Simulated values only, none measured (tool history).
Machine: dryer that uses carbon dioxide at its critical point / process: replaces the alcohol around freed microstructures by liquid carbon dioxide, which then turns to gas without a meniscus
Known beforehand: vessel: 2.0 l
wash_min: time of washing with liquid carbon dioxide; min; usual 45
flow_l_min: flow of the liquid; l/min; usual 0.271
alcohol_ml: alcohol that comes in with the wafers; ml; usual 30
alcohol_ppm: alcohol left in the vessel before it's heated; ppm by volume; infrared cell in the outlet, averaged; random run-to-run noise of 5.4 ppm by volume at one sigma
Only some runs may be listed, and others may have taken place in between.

run,day,wash_min,flow_l_min,alcohol_ml,alcohol_ppm
1,0.000,45,0.271,30,231
2,0.771,45,0.419,30,107
3,1.158,45,0.365,30,125
4,1.604,45,0.365,30,116
5,2.171,45,0.271,30,239
6,3.025,45,0.271,58,393
7,3.433,45,0.271,58,409
8,4.196,45,0.271,58,416
9,4.692,56,0.271,30,168
10,5.138,63,0.239,30,169
11,5.754,39,0.232,40,834
12,6.338,39,0.232,40,849
13,6.992,39,0.232,40,867
14,7.571,43,0.227,30,554
15,8.429,43,0.227,30,578
16,9.171,43,0.188,30,981
17,10.075,43,0.188,30,1009

Branching from run 17: 4 alternative next runs. What would each branch give?
A,10.704,72,0.375,38,?
B,10.704,31,0.393,99,?
C,10.704,46,0.188,29,?
D,10.704,43,0.188,114,?

run,alcohol_ppm
A,129
B,840
C,853
D,3473
What these runs would have given with no unlogged condition in the tool:
run,alcohol_ppm
A,1
B,430
C,503
D,2395
